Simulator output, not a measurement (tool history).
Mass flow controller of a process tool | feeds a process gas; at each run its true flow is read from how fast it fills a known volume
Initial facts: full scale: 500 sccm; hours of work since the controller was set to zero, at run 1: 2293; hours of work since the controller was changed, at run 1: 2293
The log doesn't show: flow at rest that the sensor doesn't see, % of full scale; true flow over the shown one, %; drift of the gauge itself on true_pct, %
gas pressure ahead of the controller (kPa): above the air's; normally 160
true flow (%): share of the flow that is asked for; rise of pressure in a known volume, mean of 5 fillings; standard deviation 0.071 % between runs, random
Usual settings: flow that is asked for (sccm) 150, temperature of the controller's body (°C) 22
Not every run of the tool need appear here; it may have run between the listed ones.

run,day,flow that is asked for (sccm),gas pressure ahead of the controller (kPa),temperature of the controller's body (°C),hours of work since the controller was set to zero,hours of work since the controller was changed,true flow (%)
1,0,150,160,22,2293,2293,99.64
2,6.767,150,160,22,2394,2394,99.57
3,16.867,150,160,22,2546,2546,99.71
4,28.488,150,160,22,2720,2720,99.65
5,35.396,150,160,28,2824,2824,99.07
6,52.125,133,160,28,3075,3075,99.21
7,68.217,63,160,28,3317,3317,100.32
8,82.796,461,160,28,3536,3536,99.11
9,96.358,150,196,22,3739,3739,99.65
10,106.6,150,183,22,3893,3893,99.73
11,121.042,150,164,22,4110,4110,99.62
12,136.112,150,222,22,4336,4336,99.92
13,151.45,150,222,22,4567,4567,99.99
14,163.671,150,222,22,4750,4750,99.96
15,180.496,150,222,22,5003,5003,99.76
16,194.417,150,222,22,5212,5212,99.99
17,207.246,150,160,23,5404,5404,99.56
18,216.325,150,160,22,5541,5541,99.62
19,232.129,150,160,22,5778,5778,99.69
20,247.225,311,160,22,6004,6004,98.98
21,259.771,150,160,22,6193,6193,99.78
22,266.9,150,236,22,6300,6300,99.96
23,278.629,260,160,22,6476,6476,99.13
24,292.538,260,160,22,6685,6685,99.07
# day 295.008: controller's zero set anew
25,306.825,52,160,27,177,6899,97.69
26,319.754,109,169,20,372,7093,98.08
27,333.342,109,169,20,576,7297,98.23
28,346.242,75,160,25,769,7491,97.91
29,353.438,205,160,24,877,7599,97.94
# day 357.596: controller exchanged for a calibrated one
30,363.512,205,160,30,89,89,98.87
31,377.062,205,160,30,292,292,98.83
32,384.808,80,226,40,409,409,98.37
33,394.025,266,263,37,547,547,98.68
34,406.029,266,182,31,727,727,98.94
35,414.692,150,160,34,857,857,98.56
36,421.625,150,160,34,961,961,98.54
37,431.221,150,160,34,1105,1105,98.46
38,439.671,406,260,24,1232,1232,99.85
39,447.475,384,153,24,1349,1349,99.25
40,455.929,358,157,37,1476,1476,98.35
41,472.683,236,175,38,1728,1728,98.17
42,481.062,289,216,22,1854,1854,99.54
43,495.862,289,216,22,2076,2076,99.54

Forecast each of these 3 alternatives for the next run:
A,504.362,63,178,27,2203,2203,?
B,504.362,70,204,25,2203,2203,?
C,504.362,150,192,22,2203,2203,?

run,true flow (%)
A,99.87
B,100.1
C,99.7
Without the tool's hidden state the same runs would have given:
run,true flow (%)
A,99.15
B,99.52
C,99.83
